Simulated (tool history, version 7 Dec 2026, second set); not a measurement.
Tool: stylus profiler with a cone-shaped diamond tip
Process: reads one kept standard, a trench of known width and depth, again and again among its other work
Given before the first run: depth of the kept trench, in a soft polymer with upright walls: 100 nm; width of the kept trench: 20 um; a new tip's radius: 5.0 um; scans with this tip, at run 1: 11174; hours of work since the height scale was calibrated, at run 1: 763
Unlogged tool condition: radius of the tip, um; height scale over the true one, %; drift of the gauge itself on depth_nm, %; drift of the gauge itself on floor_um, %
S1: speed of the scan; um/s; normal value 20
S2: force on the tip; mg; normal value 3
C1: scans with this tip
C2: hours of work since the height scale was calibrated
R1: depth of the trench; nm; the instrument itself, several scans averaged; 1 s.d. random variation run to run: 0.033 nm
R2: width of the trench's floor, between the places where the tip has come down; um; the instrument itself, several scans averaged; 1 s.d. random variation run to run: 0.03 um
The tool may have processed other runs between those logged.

run,day,S1,S2,C1,C2,R1,R2
1,0.000,20,3,11174,763,100.80,17.82
2,0.838,20,3,11379,777,100.77,17.88
3,1.496,20,3,11539,788,100.84,17.90
4,2.108,20,1,11688,798,100.36,17.79
5,2.742,14,3,11843,809,100.80,17.95
6,3.575,20,3,12046,823,100.81,17.85
7,4.179,20,3,12193,833,100.78,17.90
8,4.571,20,3,12288,839,100.76,17.90
9,5.246,41,3,12452,850,100.84,17.76
10,5.896,51,3,12611,861,100.79,17.67
11,6.279,20,3,12704,868,100.76,17.89

Expected results for the next run?
12,6.821,67,3,12836,877,?,?

R1: 100.87 nm
R2: 17.60 um
Without the tool's hidden state the same run would have given R1 100.87 nm, R2 17.63 um.

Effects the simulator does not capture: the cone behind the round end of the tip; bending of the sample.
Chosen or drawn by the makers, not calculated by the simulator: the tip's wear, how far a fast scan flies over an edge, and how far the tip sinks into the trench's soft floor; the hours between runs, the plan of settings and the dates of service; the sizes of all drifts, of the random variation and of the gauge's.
